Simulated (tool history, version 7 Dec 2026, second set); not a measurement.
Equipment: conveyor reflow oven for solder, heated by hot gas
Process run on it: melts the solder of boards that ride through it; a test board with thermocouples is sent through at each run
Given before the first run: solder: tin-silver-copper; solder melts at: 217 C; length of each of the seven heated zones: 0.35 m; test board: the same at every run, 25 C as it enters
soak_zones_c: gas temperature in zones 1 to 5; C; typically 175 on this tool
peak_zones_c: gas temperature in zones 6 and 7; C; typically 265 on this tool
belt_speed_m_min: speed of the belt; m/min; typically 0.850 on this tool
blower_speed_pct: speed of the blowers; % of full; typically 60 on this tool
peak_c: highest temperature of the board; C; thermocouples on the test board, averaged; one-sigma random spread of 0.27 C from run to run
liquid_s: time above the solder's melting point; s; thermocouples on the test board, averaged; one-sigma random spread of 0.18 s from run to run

Run 1, day 0.000: usual settings. Result: peak_c 246.9 C, liquid_s 34.2 s.
Run 2, day 0.946: usual settings but peak_zones_c 270 C. Result: peak_c 250.8 C, liquid_s 36.2 s.
Run 3, day 1.692: usual settings but peak_zones_c 270 C, belt_speed_m_min 0.962 m/min. Result: peak_c 246.0 C, liquid_s 28.9 s.
Run 4, day 2.912: usual settings but peak_zones_c 270 C, belt_speed_m_min 0.962 m/min. Result: peak_c 246.4 C, liquid_s 28.8 s.
Run 5, day 3.750: usual settings but peak_zones_c 270 C, belt_speed_m_min 0.742 m/min. Result: peak_c 255.6 C, liquid_s 44.8 s.
Run 6, day 4.942: usual settings but peak_zones_c 266 C, belt_speed_m_min 0.742 m/min. Result: peak_c 252.0 C, liquid_s 42.8 s.
Run 7, day 5.829: usual settings but peak_zones_c 266 C, belt_speed_m_min 0.742 m/min. Result: peak_c 251.8 C, liquid_s 42.7 s.
Run 8, day 6.375: usual settings but peak_zones_c 266 C, belt_speed_m_min 0.742 m/min. Result: peak_c 251.3 C, liquid_s 42.8 s.
Run 9, day 7.508: usual settings but peak_zones_c 266 C, belt_speed_m_min 0.742 m/min. Result: peak_c 251.9 C, liquid_s 42.6 s.
Run 10, day 8.704: usual settings but peak_zones_c 266 C, belt_speed_m_min 0.742 m/min. Result: peak_c 252.1 C, liquid_s 42.7 s.
At day 9.225: flux residue cleaned out of gas plates and filters.
Run 11, day 9.900: usual settings but peak_zones_c 266 C, belt_speed_m_min 0.742 m/min. Result: peak_c 255.3 C, liquid_s 45.0 s.
Run 12, day 10.817: usual settings but peak_zones_c 266 C, belt_speed_m_min 0.742 m/min. Result: peak_c 255.5 C, liquid_s 44.8 s.
Run 13, day 12.058: usual settings but peak_zones_c 266 C, belt_speed_m_min 0.742 m/min. Result: peak_c 255.1 C, liquid_s 44.7 s.
Run 14, day 13.221: usual settings. Result: peak_c 249.6 C, liquid_s 36.4 s.
At day 13.825: thermocouples of zones 6 and 7 changed.
Run 15, day 14.275: usual settings. Result: peak_c 249.0 C, liquid_s 35.9 s.
Run 16, day 15.308: usual settings. Result: peak_c 249.0 C, liquid_s 35.6 s.
At day 15.558: belt drive overhauled, speed set with a stopwatch.
Run 17, day 16.683: usual settings but soak_zones_c 186 C, peak_zones_c 268 C, belt_speed_m_min 0.852 m/min, blower_speed_pct 54 % of full. Result: peak_c 252.2 C, liquid_s 40.3 s.
Run 18, day 17.421: usual settings but soak_zones_c 186 C, peak_zones_c 268 C, belt_speed_m_min 0.852 m/min, blower_speed_pct 54 % of full. Result: peak_c 252.3 C, liquid_s 40.3 s.
Run 19, day 18.638: usual settings but peak_zones_c 269 C. Result: peak_c 252.6 C, liquid_s 37.5 s.
Run 20, day 19.154: usual settings but peak_zones_c 254 C, belt_speed_m_min 0.974 m/min. Result: peak_c 235.6 C, liquid_s 22.6 s.
Run 21, day 20.383: usual settings but peak_zones_c 279 C, belt_speed_m_min 1.006 m/min. Result: peak_c 254.7 C, liquid_s 32.0 s.
Run 22, day 21.392: usual settings but soak_zones_c 183 C, peak_zones_c 269 C, belt_speed_m_min 1.016 m/min, blower_speed_pct 66 % of full. Result: peak_c 249.0 C, liquid_s 31.0 s.
At day 21.946: belt drive overhauled, speed set with a stopwatch, once more.
Run 23, day 22.521: usual settings but soak_zones_c 183 C, peak_zones_c 269 C, belt_speed_m_min 1.016 m/min, blower_speed_pct 66 % of full. Result: peak_c 248.4 C, liquid_s 30.1 s.
Run 24, day 23.650: usual settings but soak_zones_c 176 C, peak_zones_c 259 C, belt_speed_m_min 0.786 m/min. Result: peak_c 245.2 C, liquid_s 37.1 s.
Run 25, day 24.442: usual settings but soak_zones_c 176 C, peak_zones_c 259 C, belt_speed_m_min 0.786 m/min. Result: peak_c 245.4 C, liquid_s 37.4 s.
Run 26, day 25.196: usual settings but soak_zones_c 186 C, peak_zones_c 253 C, belt_speed_m_min 0.754 m/min, blower_speed_pct 84 % of full. Result: peak_c 245.1 C, liquid_s 43.3 s.
Run 27, day 25.921: usual settings but soak_zones_c 186 C, peak_zones_c 253 C, belt_speed_m_min 0.754 m/min, blower_speed_pct 84 % of full. Result: peak_c 245.0 C, liquid_s 43.1 s.
Run 28, day 26.967: usual settings but soak_zones_c 180 C, peak_zones_c 267 C, belt_speed_m_min 0.944 m/min, blower_speed_pct 73 % of full. Result: peak_c 250.1 C, liquid_s 32.8 s.
Run 29, day 27.858: usual settings but soak_zones_c 180 C, peak_zones_c 267 C, belt_speed_m_min 0.944 m/min, blower_speed_pct 73 % of full. Result: peak_c 248.5 C, liquid_s 33.0 s.
Run 30, day 28.633: usual settings but soak_zones_c 171 C, peak_zones_c 260 C, belt_speed_m_min 0.944 m/min, blower_speed_pct 73 % of full. Result: peak_c 241.3 C, liquid_s 27.0 s.

Consider 5 possible next runs. They are alternatives, not a sequence: every one starts from the tool as it was left by run 30. What does each give?
Run A, day 29.379: usual settings but blower_speed_pct 61 % of full. Result: peak_c ?, liquid_s ?.
Run B, day 29.379: usual settings but peak_zones_c 257 C. Result: peak_c ?, liquid_s ?.
Run C, day 29.379: usual settings but soak_zones_c 171 C, peak_zones_c 260 C, belt_speed_m_min 0.699 m/min, blower_speed_pct 73 % of full. Result: peak_c ?, liquid_s ?.
Run D, day 29.379: usual settings but soak_zones_c 179 C, peak_zones_c 260 C, belt_speed_m_min 0.944 m/min, blower_speed_pct 73 % of full. Result: peak_c ?, liquid_s ?.
Run E, day 29.379: usual settings but blower_speed_pct 52 % of full. Result: peak_c ?, liquid_s ?.

run  peak_c  liquid_s
  A   248.1      34.7
  B   241.2      30.5
  C   250.3      44.1
  D   243.1      29.5
  E   246.4      33.4
With no hidden state in the tool, these same runs would have given:
run  peak_c  liquid_s
  A   249.9      35.9
  B   242.8      32.0
  C   251.6      45.2
  D   245.1      31.0
  E   248.1      34.6
